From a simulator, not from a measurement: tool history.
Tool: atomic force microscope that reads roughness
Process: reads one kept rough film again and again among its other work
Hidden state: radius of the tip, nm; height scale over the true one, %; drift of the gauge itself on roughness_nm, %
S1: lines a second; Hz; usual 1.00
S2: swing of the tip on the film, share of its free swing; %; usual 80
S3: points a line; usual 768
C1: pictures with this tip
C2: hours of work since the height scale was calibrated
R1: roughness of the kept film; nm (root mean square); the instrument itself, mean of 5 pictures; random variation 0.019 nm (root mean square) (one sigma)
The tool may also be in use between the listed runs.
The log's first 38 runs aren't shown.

run	hour	S1	S2	S3	C1	C2	R1
39	943.7	0.65	66	600	126	982	3.846
40	975.6	1.00	57	387	153	999	3.709
41	993.7	1.00	57	387	168	1008	3.641
42	1012.4	1.00	60	496	184	1018	3.547
43	1032.3	0.66	84	475	200	1028	3.417
44	1050.7	0.66	84	475	216	1038	3.360
# hour 1081.2: new tip fitted
45	1081.2	0.66	84	475	0	1054	4.566
46	1102.0	1.37	68	437	18	1064	4.467
47	1133.2	1.29	80	482	44	1081	4.214
48	1158.5	1.00	76	768	65	1094	4.149
49	1175.5	1.00	76	768	79	1103	4.091
50	1205.3	0.72	88	373	105	1118	3.884
51	1222.2	1.05	68	825	119	1127	3.910
52	1244.6	1.05	81	594	138	1139	3.750

5 ways to go on from here, each from the tool as it stands after run 52. What would each give?
A	1267.8	1.05	81	710	157	1151	?
B	1267.8	0.63	80	768	157	1151	?
C	1267.8	0.76	64	577	157	1151	?
D	1267.8	1.53	81	337	157	1151	?
E	1267.8	1.00	59	768	157	1151	?

run	R1
A	3.626
B	3.680
C	3.715
D	3.574
E	3.710
Without the tool's hidden state the same runs would have given:
run	R1
A	4.504
B	4.569
C	4.614
D	4.438
E	4.607

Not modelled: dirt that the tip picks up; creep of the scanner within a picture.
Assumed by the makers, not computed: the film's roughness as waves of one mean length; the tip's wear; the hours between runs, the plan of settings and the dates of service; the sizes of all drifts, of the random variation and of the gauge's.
